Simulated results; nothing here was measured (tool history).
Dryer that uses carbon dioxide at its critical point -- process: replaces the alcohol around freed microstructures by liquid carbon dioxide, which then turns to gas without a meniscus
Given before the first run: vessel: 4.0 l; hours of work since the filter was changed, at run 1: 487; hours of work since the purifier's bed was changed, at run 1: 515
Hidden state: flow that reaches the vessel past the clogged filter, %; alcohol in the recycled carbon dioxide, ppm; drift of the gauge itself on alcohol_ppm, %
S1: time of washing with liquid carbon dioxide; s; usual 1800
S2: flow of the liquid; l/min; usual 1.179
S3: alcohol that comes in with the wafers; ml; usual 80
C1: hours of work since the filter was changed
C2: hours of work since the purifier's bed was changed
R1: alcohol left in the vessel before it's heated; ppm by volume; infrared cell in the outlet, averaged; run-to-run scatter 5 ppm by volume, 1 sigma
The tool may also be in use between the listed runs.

{"run": 1, "day": 0.0, "S1": 1800, "S2": 1.179, "S3": 80, "C1": 487, "C2": 515, "R1": 224}
{"run": 2, "day": 1.179, "S1": 1800, "S2": 1.179, "S3": 80, "C1": 502, "C2": 530, "R1": 239}
{"day": 1.796, "done": "purifier's bed changed"}
{"run": 3, "day": 2.346, "S1": 1800, "S2": 1.179, "S3": 80, "C1": 515, "C2": 7, "R1": 76}
{"run": 4, "day": 3.912, "S1": 1800, "S2": 1.179, "S3": 80, "C1": 535, "C2": 27, "R1": 85}
{"run": 5, "day": 5.546, "S1": 1800, "S2": 1.179, "S3": 80, "C1": 556, "C2": 48, "R1": 84}
{"run": 6, "day": 6.342, "S1": 1800, "S2": 1.29, "S3": 80, "C1": 566, "C2": 58, "R1": 62}
{"day": 6.508, "done": "inlet filter changed"}
{"run": 7, "day": 7.525, "S1": 1800, "S2": 1.29, "S3": 80, "C1": 13, "C2": 73, "R1": 45}
{"run": 8, "day": 8.825, "S1": 1800, "S2": 1.29, "S3": 80, "C1": 30, "C2": 89, "R1": 43}
{"run": 9, "day": 10.062, "S1": 1800, "S2": 1.179, "S3": 80, "C1": 45, "C2": 105, "R1": 74}
{"run": 10, "day": 11.712, "S1": 1800, "S2": 1.179, "S3": 80, "C1": 66, "C2": 126, "R1": 80}
{"run": 11, "day": 13.096, "S1": 1800, "S2": 1.179, "S3": 80, "C1": 84, "C2": 144, "R1": 86}
{"run": 12, "day": 13.871, "S1": 1200, "S2": 1.179, "S3": 80, "C1": 94, "C2": 154, "R1": 341}

Expected results for the next run?
{"run": 13, "day": 14.746, "S1": 1200, "S2": 1.179, "S3": 80, "C1": 105, "C2": 165, "R1": "?"}

Run 13 came out at R1 357 ppm by volume.
The same run, on a tool lacking any hidden state, would have yielded R1 273 ppm by volume.
